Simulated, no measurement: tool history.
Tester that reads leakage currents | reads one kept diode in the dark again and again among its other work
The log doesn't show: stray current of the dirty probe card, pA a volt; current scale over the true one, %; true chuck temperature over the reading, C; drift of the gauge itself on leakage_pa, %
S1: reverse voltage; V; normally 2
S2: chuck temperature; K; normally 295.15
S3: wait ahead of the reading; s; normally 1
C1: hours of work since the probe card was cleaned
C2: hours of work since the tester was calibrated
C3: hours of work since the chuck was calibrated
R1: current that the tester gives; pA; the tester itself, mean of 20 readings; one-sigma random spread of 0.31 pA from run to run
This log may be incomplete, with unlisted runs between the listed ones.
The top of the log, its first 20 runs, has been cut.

run,hour,S1,S2,S3,C1,C2,C3,R1
21,2589.9,1.42,323.15,2.02,1125,448,284,669.35
# hour 2688.7: tester calibrated, once more
22,2766.6,1.42,323.15,2.02,1218,42,377,651.61
23,2910.5,1.52,313.15,6.51,1295,119,454,336.1
24,3095.8,2,327.15,1,1394,218,553,999.04
25,3222.8,1.59,312.15,7.65,1462,285,621,317.61
26,3349.4,1.59,312.15,7.65,1530,353,688,319.53
27,3445.9,1.59,312.15,7.65,1581,405,740,317.77
28,3617.2,10.37,312.15,5.5,1673,496,831,790.59
29,3719.4,10.37,304.15,5.5,1727,551,886,437.96
30,3819,8.04,331.15,1,1781,604,939,2515.73
31,3960,2,295.15,5.69,1856,679,1015,95.73
32,4048.1,2,294.15,5.69,1903,726,1062,88.25

Each row is a separate what-if for the run after 32, all from the same tool condition, not one after another. Results?
A,4223.9,2.83,323.15,0.31,1997,820,1156,?
B,4223.9,13.54,295.15,1,1997,820,1156,?
C,4223.9,18.88,317.15,1.58,1997,820,1156,?
D,4223.9,13.39,295.15,1,1997,820,1156,?

run,R1
A,889.74
B,248.53
C,1488.67
D,246.58
The same runs, with their run-to-run variation unchanged, on a tool lacking any hidden condition would have given:
run,R1
A,933.98
B,259.94
C,1561.98
D,257.92
